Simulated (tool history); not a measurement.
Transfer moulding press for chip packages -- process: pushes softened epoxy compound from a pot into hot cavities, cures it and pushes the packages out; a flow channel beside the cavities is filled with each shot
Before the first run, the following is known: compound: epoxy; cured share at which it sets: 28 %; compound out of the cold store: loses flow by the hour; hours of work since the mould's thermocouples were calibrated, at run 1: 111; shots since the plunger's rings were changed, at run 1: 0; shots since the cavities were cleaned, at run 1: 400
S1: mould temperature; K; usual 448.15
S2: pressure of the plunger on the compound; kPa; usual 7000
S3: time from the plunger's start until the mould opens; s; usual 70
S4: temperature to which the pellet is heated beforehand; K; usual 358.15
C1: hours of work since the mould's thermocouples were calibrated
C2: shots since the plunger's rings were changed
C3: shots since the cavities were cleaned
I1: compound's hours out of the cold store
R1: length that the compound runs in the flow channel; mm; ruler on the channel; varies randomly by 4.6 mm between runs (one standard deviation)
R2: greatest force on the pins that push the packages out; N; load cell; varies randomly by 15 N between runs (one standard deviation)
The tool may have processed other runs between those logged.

run    day      S1    S2  S3      S4   C1    C2   C3    I1   R1   R2
  1      0  448.15  7000  70  358.15  111     0  400  32.8  746  740
  2  0.821  448.15  7000  70  358.15  121   241  641  47.7  696  709
  3  1.962  448.15  7180  70  358.15  135   577  977  11.2  834  763
     2.171  -- cavities cleaned with cleaning compound and waxed
  4    2.6  448.15  7000  93  358.15  142   746  126  43.7  712  446
  5  3.296  448.15  7000  93  358.15  150   950  330  42.9  720  460
  6  3.821  448.15  7000  93  358.15  156  1105  485    25  772  431
  7   4.35  448.15  7000  70  358.15  163  1261  641  15.2  798  762
  8   5.15  448.15  5480  70  364.15  172  1496  876  15.5  710  756
     5.704  -- cavities cleaned with cleaning compound and waxed
  9  6.212  448.15  5480  70  364.15  185  1791  150  39.1  634  713
 10   6.95  456.15  7000  68  358.15  193  2007  366  26.9  750  495
 11  7.704  456.15  6280  68  362.15  203  2229  588  34.6  683  481
 12  8.496  446.15  7160  71  366.15  212  2462  821  47.5  707  750
 13  9.083  446.15  7160  71  366.15  219  2635  994  20.7  801  813
     9.329  -- cavities cleaned with cleaning compound and waxed
 14  9.633  444.15  5250  77  366.15  225  2778   90  37.4  638  760

Alternative continuations, all from the tool just after run 14; predict every row:
  A  10.575  453.15  5250  77  366.15  237  3055  367    42   ?   ?
  B  10.575  440.15  8250  85  358.15  237  3055  367  16.4   ?   ?
  C  10.575  448.15  5630  70  358.15  237  3055  367  36.5   ?   ?
  D  10.575  444.15  5250  77  368.15  237  3055  367  21.2   ?   ?

run   R1   R2
  A  613  456
  B  883  862
  C  657  747
  D  682  766
Had the tool no hidden state, the same runs would have come out as:
run   R1   R2
  A  614  453
  B  884  857
  C  658  742
  D  683  761
